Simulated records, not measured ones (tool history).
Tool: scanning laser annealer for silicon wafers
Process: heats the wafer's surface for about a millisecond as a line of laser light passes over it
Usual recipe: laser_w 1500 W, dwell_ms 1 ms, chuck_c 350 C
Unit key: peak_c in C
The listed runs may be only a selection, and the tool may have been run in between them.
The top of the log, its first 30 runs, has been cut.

| run | hour | laser_w | dwell_ms | chuck_c | peak_c |
|---|---|---|---|---|---|
| 31 | 793.4 | 1452 | 1 | 312 | 991 |
| 32 | 818.2 | 1452 | 1 | 312 | 992 |
| 33 | 846 | 1452 | 0.83 | 312 | 935 |
| 34 | 873.9 | 1452 | 0.83 | 312 | 937 |
| 35 | 899.4 | 1529 | 0.93 | 350 | 1051 |
| 36 | 924 | 1529 | 0.93 | 313 | 1012 |
|  | 942.3 | window over the wafer cleaned |
| 37 | 956.6 | 1529 | 0.93 | 313 | 1014 |
| 38 | 979.4 | 1529 | 0.93 | 313 | 1012 |
| 39 | 997.7 | 1299 | 0.8 | 323 | 855 |
| 40 | 1025.3 | 1307 | 0.7 | 323 | 824 |

Forecast each of these 3 alternatives for the next run:
| A | 1041.2 | 1473 | 0.7 | 328 | ? |
| B | 1041.2 | 1292 | 0.84 | 317 | ? |
| C | 1041.2 | 1500 | 1.03 | 387 | ? |

| run | peak_c |
|---|---|
| A | 914 |
| B | 857 |
| C | 1102 |
Without the tool's hidden state the same runs would have given:
| run | peak_c |
|---|---|
| A | 914 |
| B | 857 |
| C | 1102 |
